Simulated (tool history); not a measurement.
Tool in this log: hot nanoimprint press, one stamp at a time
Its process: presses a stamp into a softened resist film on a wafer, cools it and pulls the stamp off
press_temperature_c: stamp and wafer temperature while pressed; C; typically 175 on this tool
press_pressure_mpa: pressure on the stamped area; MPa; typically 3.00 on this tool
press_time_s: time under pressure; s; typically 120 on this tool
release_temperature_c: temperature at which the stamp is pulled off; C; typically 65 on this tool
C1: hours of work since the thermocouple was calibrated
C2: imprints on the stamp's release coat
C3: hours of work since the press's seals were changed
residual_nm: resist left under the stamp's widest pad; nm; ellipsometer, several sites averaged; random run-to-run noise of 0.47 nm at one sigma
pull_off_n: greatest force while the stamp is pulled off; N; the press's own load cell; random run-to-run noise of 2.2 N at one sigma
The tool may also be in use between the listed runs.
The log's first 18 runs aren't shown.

{"run": 19, "hour": 388.7, "press_temperature_c": 172, "press_pressure_mpa": 3.0, "press_time_s": 132, "release_temperature_c": 65, "C1": 250, "C2": 843, "C3": 176, "residual_nm": 226.6, "pull_off_n": 283}
{"hour": 425.5, "done": "stamp cleaned and given a new release coat"}
{"run": 20, "hour": 425.5, "press_temperature_c": 172, "press_pressure_mpa": 3.0, "press_time_s": 132, "release_temperature_c": 67, "C1": 272, "C2": 0, "C3": 198, "residual_nm": 227.4, "pull_off_n": 233}
{"run": 21, "hour": 441.8, "press_temperature_c": 174, "press_pressure_mpa": 2.69, "press_time_s": 167, "release_temperature_c": 73, "C1": 283, "C2": 41, "C3": 209, "residual_nm": 209.1, "pull_off_n": 200}
{"run": 22, "hour": 454.8, "press_temperature_c": 179, "press_pressure_mpa": 2.39, "press_time_s": 73, "release_temperature_c": 58, "C1": 293, "C2": 73, "C3": 219, "residual_nm": 264.6, "pull_off_n": 279}
{"run": 23, "hour": 470.4, "press_temperature_c": 183, "press_pressure_mpa": 2.54, "press_time_s": 120, "release_temperature_c": 65, "C1": 304, "C2": 112, "C3": 230, "residual_nm": 198.0, "pull_off_n": 246}
{"run": 24, "hour": 497.9, "press_temperature_c": 183, "press_pressure_mpa": 2.54, "press_time_s": 120, "release_temperature_c": 65, "C1": 323, "C2": 180, "C3": 249, "residual_nm": 198.8, "pull_off_n": 250}
{"run": 25, "hour": 516.1, "press_temperature_c": 176, "press_pressure_mpa": 2.9, "press_time_s": 120, "release_temperature_c": 56, "C1": 336, "C2": 226, "C3": 262, "residual_nm": 218.6, "pull_off_n": 305}
{"hour": 536.0, "done": "plate thermocouple calibrated"}
{"run": 26, "hour": 536.7, "press_temperature_c": 175, "press_pressure_mpa": 3.02, "press_time_s": 120, "release_temperature_c": 56, "C1": 1, "C2": 270, "C3": 275, "residual_nm": 213.0, "pull_off_n": 295}
{"run": 27, "hour": 565.1, "press_temperature_c": 175, "press_pressure_mpa": 3.02, "press_time_s": 120, "release_temperature_c": 56, "C1": 21, "C2": 340, "C3": 295, "residual_nm": 213.1, "pull_off_n": 299}
{"run": 28, "hour": 585.1, "press_temperature_c": 175, "press_pressure_mpa": 3.02, "press_time_s": 120, "release_temperature_c": 56, "C1": 35, "C2": 390, "C3": 309, "residual_nm": 213.6, "pull_off_n": 306}
{"run": 29, "hour": 608.1, "press_temperature_c": 175, "press_pressure_mpa": 3.02, "press_time_s": 120, "release_temperature_c": 56, "C1": 51, "C2": 447, "C3": 326, "residual_nm": 214.8, "pull_off_n": 306}
{"run": 30, "hour": 637.2, "press_temperature_c": 178, "press_pressure_mpa": 3.28, "press_time_s": 160, "release_temperature_c": 65, "C1": 72, "C2": 520, "C3": 346, "residual_nm": 171.4, "pull_off_n": 265}
{"run": 31, "hour": 652.2, "press_temperature_c": 175, "press_pressure_mpa": 3.0, "press_time_s": 120, "release_temperature_c": 58, "C1": 83, "C2": 557, "C3": 357, "residual_nm": 216.4, "pull_off_n": 306}

Predict each of these 3 candidate next runs independently; none follows another, all start after run 31:
{"run": "A", "hour": 669.9, "press_temperature_c": 183, "press_pressure_mpa": 3.0, "press_time_s": 151, "release_temperature_c": 52, "C1": 95, "C2": 601, "C3": 370, "residual_nm": "?", "pull_off_n": "?"}
{"run": "B", "hour": 669.9, "press_temperature_c": 184, "press_pressure_mpa": 3.0, "press_time_s": 120, "release_temperature_c": 56, "C1": 95, "C2": 601, "C3": 370, "residual_nm": "?", "pull_off_n": "?"}
{"run": "C", "hour": 669.9, "press_temperature_c": 175, "press_pressure_mpa": 4.12, "press_time_s": 80, "release_temperature_c": 60, "C1": 95, "C2": 601, "C3": 370, "residual_nm": "?", "pull_off_n": "?"}

run=A residual_nm=164.8 pull_off_n=345
run=B residual_nm=176.3 pull_off_n=323
run=C residual_nm=215.3 pull_off_n=295
What these runs would have given with no unlogged condition in the tool:
run=A residual_nm=160.3 pull_off_n=304
run=B residual_nm=171.6 pull_off_n=285
run=C residual_nm=208.5 pull_off_n=259

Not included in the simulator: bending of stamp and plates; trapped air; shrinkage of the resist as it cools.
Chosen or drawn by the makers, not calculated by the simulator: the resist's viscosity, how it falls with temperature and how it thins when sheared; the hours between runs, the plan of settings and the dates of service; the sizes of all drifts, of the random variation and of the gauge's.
